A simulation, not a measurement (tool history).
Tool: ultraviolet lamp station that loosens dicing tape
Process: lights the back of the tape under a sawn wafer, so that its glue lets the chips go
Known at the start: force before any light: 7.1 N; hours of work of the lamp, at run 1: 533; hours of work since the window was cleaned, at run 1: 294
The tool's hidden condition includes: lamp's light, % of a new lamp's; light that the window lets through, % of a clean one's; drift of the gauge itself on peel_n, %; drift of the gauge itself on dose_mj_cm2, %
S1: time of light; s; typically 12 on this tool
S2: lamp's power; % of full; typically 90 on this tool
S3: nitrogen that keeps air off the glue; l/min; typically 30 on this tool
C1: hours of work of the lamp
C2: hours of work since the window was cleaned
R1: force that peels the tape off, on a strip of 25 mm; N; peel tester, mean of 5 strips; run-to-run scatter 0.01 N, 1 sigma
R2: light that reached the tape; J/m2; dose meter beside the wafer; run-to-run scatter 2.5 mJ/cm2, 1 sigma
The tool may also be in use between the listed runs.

run 1 hour=0 | S1=12 S2=90 S3=30 | C1=533 C2=294 | R1=1.29 R2=1740
-- hour=34.8 window cleaned of glue's vapour
run 2 hour=57.4 | S1=12 S2=90 S3=30 | C1=559 C2=10 | R1=1.436 R2=1650
run 3 hour=128 | S1=15 S2=90 S3=30 | C1=590 C2=42 | R1=1.093 R2=1960
run 4 hour=184.6 | S1=15 S2=90 S3=18 | C1=616 C2=68 | R1=1.474 R2=1890
run 5 hour=232.7 | S1=15 S2=92 S3=18 | C1=638 C2=89 | R1=1.484 R2=1860
run 6 hour=280.4 | S1=12 S2=90 S3=30 | C1=659 C2=111 | R1=1.82 R2=1390
run 7 hour=323.3 | S1=12 S2=90 S3=30 | C1=678 C2=130 | R1=1.881 R2=1370
-- hour=368.7 lamp changed
run 8 hour=383.2 | S1=12 S2=90 S3=30 | C1=7 C2=157 | R1=0.8 R2=2340
run 9 hour=434.8 | S1=11 S2=90 S3=30 | C1=30 C2=180 | R1=0.938 R2=2030
-- hour=448.5 window cleaned of glue's vapour, once more
run 10 hour=492 | S1=12 S2=88 S3=11 | C1=55 C2=20 | R1=0.954 R2=2850
run 11 hour=547.2 | S1=12 S2=88 S3=11 | C1=80 C2=45 | R1=0.976 R2=2790
run 12 hour=610.7 | S1=8 S2=90 S3=30 | C1=109 C2=73 | R1=1.215 R2=1860
run 13 hour=683.4 | S1=16 S2=62 S3=26 | C1=142 C2=106 | R1=0.785 R2=2400
run 14 hour=733 | S1=16 S2=62 S3=26 | C1=164 C2=128 | R1=0.838 R2=2340
run 15 hour=785.8 | S1=16 S2=62 S3=26 | C1=188 C2=152 | R1=0.861 R2=2290
run 16 hour=824.5 | S1=10 S2=73 S3=30 | C1=205 C2=170 | R1=1.38 R2=1660
run 17 hour=880 | S1=10 S2=73 S3=30 | C1=230 C2=195 | R1=1.577 R2=1590
run 18 hour=915.2 | S1=20 S2=68 S3=46 | C1=246 C2=210 | R1=0.408 R2=2910

Hidden state at the last listed run before each entry between runs and at the first one after, where it differs:
From run 1 to run 2: window cleaned of glue's vapour (hour 34.8)
  lamp's light, % of a new lamp's: 65.9 -> 64.3; light that the window lets through, % of a clean one's: 87.2 -> 83.2
  measured value less the no-hidden-state value, R1: +0.845 -> +0.989 N; R2: -1310 -> -1430 J/m2
From run 7 to run 8: lamp changed (hour 368.7)
  lamp's light, % of a new lamp's: 56.5 -> 98.7; light that the window lets through, % of a clean one's: 77.3 -> 75.9
  measured value less the no-hidden-state value, R1: +1.444 -> +0.353 N; R2: -1750 -> -780 J/m2
From run 9 to run 10: window cleaned of glue's vapour, once more (hour 448.5)
  lamp's light, % of a new lamp's: 97.2 -> 95.6; light that the window lets through, % of a clean one's: 74.8 -> 98.7
  measured value less the no-hidden-state value, R1: +0.441 -> +0.098 N; R2: -770 -> -170 J/m2
